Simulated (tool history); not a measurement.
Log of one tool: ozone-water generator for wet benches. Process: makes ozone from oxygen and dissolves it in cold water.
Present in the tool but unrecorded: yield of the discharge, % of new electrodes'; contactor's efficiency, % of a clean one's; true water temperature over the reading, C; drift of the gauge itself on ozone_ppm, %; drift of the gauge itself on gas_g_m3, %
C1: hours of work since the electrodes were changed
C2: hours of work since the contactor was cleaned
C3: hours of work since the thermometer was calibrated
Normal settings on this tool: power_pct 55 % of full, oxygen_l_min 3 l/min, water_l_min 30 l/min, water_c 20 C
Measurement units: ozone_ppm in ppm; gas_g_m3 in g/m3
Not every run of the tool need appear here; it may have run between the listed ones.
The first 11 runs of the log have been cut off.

run 12 hour=779.7 | power_pct=55 oxygen_l_min=3 water_l_min=30 water_c=22 | C1=2025 C2=2861 C3=2310 | ozone_ppm=9.9 gas_g_m3=233.3
run 13 hour=850.9 | power_pct=55 oxygen_l_min=3 water_l_min=30 water_c=22 | C1=2095 C2=2931 C3=2380 | ozone_ppm=9.9 gas_g_m3=234
-- hour=901.3 gauge calibrated
run 14 hour=901.3 | power_pct=55 oxygen_l_min=3 water_l_min=30 water_c=20 | C1=2145 C2=2981 C3=2430 | ozone_ppm=9.9 gas_g_m3=242.3
run 15 hour=975.7 | power_pct=55 oxygen_l_min=3 water_l_min=30 water_c=20 | C1=2219 C2=3055 C3=2504 | ozone_ppm=10 gas_g_m3=241
run 16 hour=1070.8 | power_pct=55 oxygen_l_min=3 water_l_min=30 water_c=20 | C1=2313 C2=3149 C3=2598 | ozone_ppm=10.1 gas_g_m3=241.2
run 17 hour=1171.6 | power_pct=55 oxygen_l_min=3 water_l_min=30 water_c=20 | C1=2413 C2=3249 C3=2698 | ozone_ppm=10 gas_g_m3=239.5
run 18 hour=1250.2 | power_pct=55 oxygen_l_min=3 water_l_min=30 water_c=20 | C1=2491 C2=3327 C3=2776 | ozone_ppm=10.1 gas_g_m3=238.2
run 19 hour=1350.7 | power_pct=91 oxygen_l_min=2.62 water_l_min=24 water_c=24 | C1=2591 C2=3426 C3=2876 | ozone_ppm=16.1 gas_g_m3=340.6
run 20 hour=1422.9 | power_pct=91 oxygen_l_min=2.62 water_l_min=24 water_c=24 | C1=2662 C2=3498 C3=2947 | ozone_ppm=16.4 gas_g_m3=339.4
run 21 hour=1470.6 | power_pct=71 oxygen_l_min=2.86 water_l_min=22 water_c=22 | C1=2709 C2=3545 C3=2995 | ozone_ppm=16 gas_g_m3=279.3
run 22 hour=1560.5 | power_pct=97 oxygen_l_min=3 water_l_min=47 water_c=20 | C1=2798 C2=3634 C3=3084 | ozone_ppm=7.8 gas_g_m3=320.2
run 23 hour=1652.6 | power_pct=60 oxygen_l_min=2.05 water_l_min=30 water_c=20 | C1=2890 C2=3726 C3=3175 | ozone_ppm=9.8 gas_g_m3=311.8
run 24 hour=1700.2 | power_pct=60 oxygen_l_min=2.05 water_l_min=19 water_c=12 | C1=2937 C2=3773 C3=3222 | ozone_ppm=18.2 gas_g_m3=310.2
run 25 hour=1797 | power_pct=60 oxygen_l_min=2.05 water_l_min=19 water_c=12 | C1=3033 C2=3869 C3=3318 | ozone_ppm=18 gas_g_m3=308.2
run 26 hour=1843.5 | power_pct=85 oxygen_l_min=2.05 water_l_min=19 water_c=12 | C1=3079 C2=3915 C3=3364 | ozone_ppm=22 gas_g_m3=377.1
run 27 hour=1887 | power_pct=95 oxygen_l_min=2.02 water_l_min=44 water_c=12 | C1=3122 C2=3958 C3=3407 | ozone_ppm=7.8 gas_g_m3=400
run 28 hour=1928 | power_pct=95 oxygen_l_min=2.02 water_l_min=26 water_c=12 | C1=3163 C2=3999 C3=3448 | ozone_ppm=15.9 gas_g_m3=399.3
run 29 hour=2017.1 | power_pct=63 oxygen_l_min=3.47 water_l_min=30 water_c=20 | C1=3251 C2=4087 C3=3536 | ozone_ppm=10.8 gas_g_m3=227.8
-- hour=2025.5 contactor cleaned
run 30 hour=2111.8 | power_pct=65 oxygen_l_min=3 water_l_min=30 water_c=20 | C1=3341 C2=86 C3=3626 | ozone_ppm=11.1 gas_g_m3=255.6
run 31 hour=2166.7 | power_pct=55 oxygen_l_min=3 water_l_min=39 water_c=24 | C1=3395 C2=140 C3=3680 | ozone_ppm=7.1 gas_g_m3=231.8
run 32 hour=2233.9 | power_pct=55 oxygen_l_min=1.72 water_l_min=30 water_c=20 | C1=3462 C2=207 C3=3747 | ozone_ppm=9.1 gas_g_m3=324.8
run 33 hour=2319 | power_pct=60 oxygen_l_min=5.17 water_l_min=22 water_c=14 | C1=3546 C2=291 C3=3831 | ozone_ppm=16.8 gas_g_m3=171.7

Forecast each of these 3 alternatives for the next run:
-- hour=2389 gauge calibrated
run A hour=2397.3 | power_pct=55 oxygen_l_min=3.48 water_l_min=30 water_c=16 | C1=3624 C2=368 C3=3909 | ozone_ppm=? gas_g_m3=?
-- hour=2389 gauge calibrated
run B hour=2397.3 | power_pct=87 oxygen_l_min=1.62 water_l_min=20 water_c=20 | C1=3624 C2=368 C3=3909 | ozone_ppm=? gas_g_m3=?
-- hour=2389 gauge calibrated
run C hour=2397.3 | power_pct=55 oxygen_l_min=2.04 water_l_min=48 water_c=17 | C1=3624 C2=368 C3=3909 | ozone_ppm=? gas_g_m3=?

run=A ozone_ppm=10.4 gas_g_m3=220.5
run=B ozone_ppm=18.9 gas_g_m3=452.1
run=C ozone_ppm=5.2 gas_g_m3=306
Without the tool's unlogged condition, the same runs would have read:
run=A ozone_ppm=10.5 gas_g_m3=220.8
run=B ozone_ppm=19 gas_g_m3=452.8
run=C ozone_ppm=5.2 gas_g_m3=306.4

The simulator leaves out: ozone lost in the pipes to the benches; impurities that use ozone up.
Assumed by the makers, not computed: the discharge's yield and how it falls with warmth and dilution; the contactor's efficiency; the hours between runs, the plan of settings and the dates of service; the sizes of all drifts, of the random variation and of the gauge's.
